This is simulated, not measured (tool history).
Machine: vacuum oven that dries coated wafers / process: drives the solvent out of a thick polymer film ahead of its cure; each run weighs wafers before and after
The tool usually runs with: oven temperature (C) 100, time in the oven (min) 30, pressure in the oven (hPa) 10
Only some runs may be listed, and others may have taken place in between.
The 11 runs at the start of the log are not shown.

{"run": 12, "hour": 583.2, "oven temperature (C)": 100, "time in the oven (min)": 30, "pressure in the oven (hPa)": 10, "solvent left in the film (%)": 2.22}
{"run": 13, "hour": 631.7, "oven temperature (C)": 100, "time in the oven (min)": 30, "pressure in the oven (hPa)": 10, "solvent left in the film (%)": 2.09}
{"run": 14, "hour": 693.6, "oven temperature (C)": 100, "time in the oven (min)": 30, "pressure in the oven (hPa)": 10, "solvent left in the film (%)": 2.12}
{"run": 15, "hour": 731.4, "oven temperature (C)": 100, "time in the oven (min)": 30, "pressure in the oven (hPa)": 10, "solvent left in the film (%)": 2.17}
{"run": 16, "hour": 791.0, "oven temperature (C)": 100, "time in the oven (min)": 30, "pressure in the oven (hPa)": 10, "solvent left in the film (%)": 2.14}
{"run": 17, "hour": 860.9, "oven temperature (C)": 108, "time in the oven (min)": 30, "pressure in the oven (hPa)": 31.4, "solvent left in the film (%)": 3.05}
{"run": 18, "hour": 907.2, "oven temperature (C)": 100, "time in the oven (min)": 30, "pressure in the oven (hPa)": 17.3, "solvent left in the film (%)": 2.94}
{"run": 19, "hour": 953.9, "oven temperature (C)": 101, "time in the oven (min)": 31, "pressure in the oven (hPa)": 6.1, "solvent left in the film (%)": 1.58}
{"run": 20, "hour": 1009.1, "oven temperature (C)": 101, "time in the oven (min)": 31, "pressure in the oven (hPa)": 6.1, "solvent left in the film (%)": 1.51}
{"run": 21, "hour": 1078.6, "oven temperature (C)": 101, "time in the oven (min)": 31, "pressure in the oven (hPa)": 6.1, "solvent left in the film (%)": 1.65}
{"run": 22, "hour": 1149.0, "oven temperature (C)": 110, "time in the oven (min)": 20, "pressure in the oven (hPa)": 25.3, "solvent left in the film (%)": 2.76}

What will run 23 give?
{"run": 23, "hour": 1215.4, "oven temperature (C)": 110, "time in the oven (min)": 20, "pressure in the oven (hPa)": 25.3, "solvent left in the film (%)": "?"}

Logged for run 23: solvent left in the film (%) 2.79.
Minus the tool's unlogged condition, the same run would have read solvent left in the film (%) 2.68.
